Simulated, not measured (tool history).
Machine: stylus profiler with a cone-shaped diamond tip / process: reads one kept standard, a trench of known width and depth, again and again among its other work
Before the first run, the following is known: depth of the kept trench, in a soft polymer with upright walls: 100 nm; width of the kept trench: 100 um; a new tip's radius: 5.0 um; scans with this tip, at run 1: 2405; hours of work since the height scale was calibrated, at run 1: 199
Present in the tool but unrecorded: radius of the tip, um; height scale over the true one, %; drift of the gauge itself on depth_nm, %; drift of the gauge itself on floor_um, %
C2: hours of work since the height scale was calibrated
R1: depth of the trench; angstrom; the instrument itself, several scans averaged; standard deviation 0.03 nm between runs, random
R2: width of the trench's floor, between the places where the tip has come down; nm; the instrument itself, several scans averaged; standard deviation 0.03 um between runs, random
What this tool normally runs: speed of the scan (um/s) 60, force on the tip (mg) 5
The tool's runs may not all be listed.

{"run": 1, "day": 0.0, "speed of the scan (um/s)": 60, "force on the tip (mg)": 5, "scans with this tip": 2405, "C2": 199, "R1": 1025.9, "R2": 97610}
{"run": 2, "day": 1.179, "speed of the scan (um/s)": 16, "force on the tip (mg)": 5, "scans with this tip": 2546, "C2": 211, "R1": 1026.8, "R2": 97700}
{"run": 3, "day": 2.529, "speed of the scan (um/s)": 16, "force on the tip (mg)": 11.38, "scans with this tip": 2707, "C2": 224, "R1": 1046.3, "R2": 97650}
{"run": 4, "day": 4.138, "speed of the scan (um/s)": 60, "force on the tip (mg)": 5, "scans with this tip": 2898, "C2": 240, "R1": 1026.4, "R2": 97580}
{"run": 5, "day": 6.575, "speed of the scan (um/s)": 26, "force on the tip (mg)": 5, "scans with this tip": 3189, "C2": 264, "R1": 1026, "R2": 97640}
{"run": 6, "day": 9.121, "speed of the scan (um/s)": 26, "force on the tip (mg)": 5, "scans with this tip": 3493, "C2": 289, "R1": 1026.1, "R2": 97580}
{"run": 7, "day": 11.183, "speed of the scan (um/s)": 26, "force on the tip (mg)": 5, "scans with this tip": 3739, "C2": 309, "R1": 1025.6, "R2": 97560}
{"run": 8, "day": 13.308, "speed of the scan (um/s)": 26, "force on the tip (mg)": 5, "scans with this tip": 3993, "C2": 330, "R1": 1026.2, "R2": 97510}
{"run": 9, "day": 15.512, "speed of the scan (um/s)": 26, "force on the tip (mg)": 4.36, "scans with this tip": 4255, "C2": 352, "R1": 1023.7, "R2": 97510}
{"run": 10, "day": 18.079, "speed of the scan (um/s)": 26, "force on the tip (mg)": 4.36, "scans with this tip": 4561, "C2": 377, "R1": 1023.3, "R2": 97530}
{"run": 11, "day": 19.467, "speed of the scan (um/s)": 60, "force on the tip (mg)": 1.7, "scans with this tip": 4727, "C2": 391, "R1": 1011.3, "R2": 97300}
{"run": 12, "day": 21.788, "speed of the scan (um/s)": 60, "force on the tip (mg)": 5, "scans with this tip": 5003, "C2": 414, "R1": 1025.9, "R2": 97390}
{"run": 13, "day": 23.958, "speed of the scan (um/s)": 60, "force on the tip (mg)": 5, "scans with this tip": 5263, "C2": 435, "R1": 1025.6, "R2": 97350}
{"run": 14, "day": 25.45, "speed of the scan (um/s)": 60, "force on the tip (mg)": 5, "scans with this tip": 5441, "C2": 450, "R1": 1025.1, "R2": 97330}
{"run": 15, "day": 26.767, "speed of the scan (um/s)": 70, "force on the tip (mg)": 1.98, "scans with this tip": 5598, "C2": 463, "R1": 1011.9, "R2": 97190}
{"run": 16, "day": 28.054, "speed of the scan (um/s)": 70, "force on the tip (mg)": 2.21, "scans with this tip": 5751, "C2": 476, "R1": 1013.7, "R2": 97220}
{"run": 17, "day": 29.438, "speed of the scan (um/s)": 70, "force on the tip (mg)": 2.21, "scans with this tip": 5916, "C2": 489, "R1": 1013.5, "R2": 97230}
{"run": 18, "day": 30.617, "speed of the scan (um/s)": 22, "force on the tip (mg)": 2.06, "scans with this tip": 6057, "C2": 501, "R1": 1013.1, "R2": 97350}
{"run": 19, "day": 31.762, "speed of the scan (um/s)": 226, "force on the tip (mg)": 7.12, "scans with this tip": 6193, "C2": 512, "R1": 1032.6, "R2": 97000}
{"run": 20, "day": 33.279, "speed of the scan (um/s)": 47, "force on the tip (mg)": 4.33, "scans with this tip": 6374, "C2": 527, "R1": 1022.9, "R2": 97260}
{"run": 21, "day": 35.833, "speed of the scan (um/s)": 21, "force on the tip (mg)": 13.98, "scans with this tip": 6679, "C2": 552, "R1": 1051.8, "R2": 97300}
{"run": 22, "day": 37.342, "speed of the scan (um/s)": 128, "force on the tip (mg)": 13.02, "scans with this tip": 6859, "C2": 567, "R1": 1050.1, "R2": 97200}
{"run": 23, "day": 39.454, "speed of the scan (um/s)": 120, "force on the tip (mg)": 5.16, "scans with this tip": 7111, "C2": 588, "R1": 1025.8, "R2": 97110}
{"run": 24, "day": 41.229, "speed of the scan (um/s)": 120, "force on the tip (mg)": 5.65, "scans with this tip": 7323, "C2": 606, "R1": 1027.2, "R2": 97040}
{"run": 25, "day": 42.504, "speed of the scan (um/s)": 120, "force on the tip (mg)": 2.51, "scans with this tip": 7475, "C2": 618, "R1": 1014, "R2": 96960}
{"run": 26, "day": 44.333, "speed of the scan (um/s)": 204, "force on the tip (mg)": 13.88, "scans with this tip": 7693, "C2": 636, "R1": 1051.7, "R2": 97000}
{"run": 27, "day": 45.762, "speed of the scan (um/s)": 204, "force on the tip (mg)": 13.88, "scans with this tip": 7863, "C2": 650, "R1": 1051.9, "R2": 97010}

Forecast each of these 4 alternatives for the next run:
{"run": "A", "day": 48.188, "speed of the scan (um/s)": 17, "force on the tip (mg)": 12.57, "scans with this tip": 8152, "C2": 674, "R1": "?", "R2": "?"}
{"run": "B", "day": 48.188, "speed of the scan (um/s)": 84, "force on the tip (mg)": 2.3, "scans with this tip": 8152, "C2": 674, "R1": "?", "R2": "?"}
{"run": "C", "day": 48.188, "speed of the scan (um/s)": 35, "force on the tip (mg)": 1.92, "scans with this tip": 8152, "C2": 674, "R1": "?", "R2": "?"}
{"run": "D", "day": 48.188, "speed of the scan (um/s)": 179, "force on the tip (mg)": 5, "scans with this tip": 8152, "C2": 674, "R1": "?", "R2": "?"}

run=A R1=1048.4 R2=97130
run=B R1=1013.4 R2=97020
run=C R1=1011.7 R2=97070
run=D R1=1024.7 R2=96870
Take away the tool's hidden state, keep each run's random variation, and the runs would have read:
run=A R1=1051.8 R2=97950
run=B R1=1016.6 R2=97840
run=C R1=1015 R2=97900
run=D R1=1028 R2=97690
